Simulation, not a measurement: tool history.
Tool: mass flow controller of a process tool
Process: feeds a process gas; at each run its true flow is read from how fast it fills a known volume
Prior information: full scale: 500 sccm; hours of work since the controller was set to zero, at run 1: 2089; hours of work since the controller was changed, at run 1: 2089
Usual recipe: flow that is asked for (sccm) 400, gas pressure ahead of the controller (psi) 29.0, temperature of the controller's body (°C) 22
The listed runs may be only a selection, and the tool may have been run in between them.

run	hour	flow that is asked for (sccm)	gas pressure ahead of the controller (psi)	temperature of the controller's body (°C)	hours of work since the controller was set to zero	hours of work since the controller was changed	true flow (%)
1	0.0	400	29.0	22	2089	2089	100.24
2	181.1	400	29.0	24	2164	2164	100.21
3	433.4	400	29.0	24	2269	2269	100.18
4	607.5	400	29.0	22	2341	2341	100.16
5	877.2	400	29.0	22	2452	2452	100.40
6	1034.9	400	29.0	22	2517	2517	100.15
7	1310.0	400	29.0	22	2631	2631	100.21
8	1548.2	94	29.0	22	2729	2729	101.98
9	1715.3	94	29.0	22	2798	2798	101.99
10	1917.7	94	29.0	22	2882	2882	102.22
11	2044.3	94	29.0	22	2934	2934	102.17
12	2176.6	94	29.0	22	2989	2989	101.99
13	2396.2	89	29.0	22	3080	3080	102.45
14	2565.9	400	32.8	22	3150	3150	100.51
15	2781.5	400	32.8	22	3239	3239	100.59
16	2963.7	400	29.0	22	3314	3314	100.34
17	3182.0	400	29.0	22	3404	3404	100.51
18	3340.0	400	29.0	22	3470	3470	100.43
19	3587.5	400	29.0	22	3572	3572	100.38
20	3730.2	400	29.0	22	3631	3631	100.44
21	3996.3	90	29.0	22	3741	3741	103.10
22	4205.5	400	29.0	34	3827	3827	100.03
23	4409.7	400	29.0	34	3912	3912	100.06
24	4683.9	400	29.0	34	4025	4025	100.10
# hour 4698.8: controller's zero set anew
25	4890.2	400	29.0	34	79	4110	100.44
26	5130.9	400	37.4	37	179	4209	100.83
27	5289.7	227	29.0	24	244	4275	101.67
28	5448.5	227	29.0	21	310	4341	101.61
29	5634.8	227	29.0	21	387	4418	101.97
30	5864.3	227	29.0	21	482	4512	101.85
31	6053.9	58	26.3	22	560	4591	109.52
# hour 6220.2: controller's zero set anew, once more
32	6255.4	127	29.0	27	15	4674	98.79
33	6399.0	400	26.4	22	74	4733	99.20
34	6565.3	337	37.0	27	143	4802	99.48
35	6828.5	471	38.3	36	251	4911	99.45
36	7018.5	164	38.3	25	330	4989	99.32
37	7153.1	203	36.1	25	386	5045	99.43
38	7357.1	203	36.1	25	470	5129	99.37
39	7543.2	57	29.0	22	547	5206	99.67
40	7720.0	57	29.0	22	620	5279	99.73
41	7855.4	68	29.0	38	676	5335	99.12
42	8109.4	68	29.0	38	781	5440	99.28
43	8247.8	448	21.2	34	838	5497	98.95
44	8394.5	70	29.0	24	898	5558	100.02

Below are 5 alternative next runs, each starting from the tool's condition after run 44. Predict each:
A	8525.3	357	39.7	22	953	5612	?
B	8525.3	70	29.0	21	953	5612	?
C	8525.3	241	33.8	32	953	5612	?
D	8525.3	51	20.7	23	953	5612	?
E	8525.3	95	29.0	38	953	5612	?

run	true flow (%)
A	99.95
B	100.08
C	99.24
D	100.23
E	99.28
Without the tool's unlogged condition, the same runs would have read:
run	true flow (%)
A	100.32
B	99.32
C	99.47
D	98.94
E	98.89

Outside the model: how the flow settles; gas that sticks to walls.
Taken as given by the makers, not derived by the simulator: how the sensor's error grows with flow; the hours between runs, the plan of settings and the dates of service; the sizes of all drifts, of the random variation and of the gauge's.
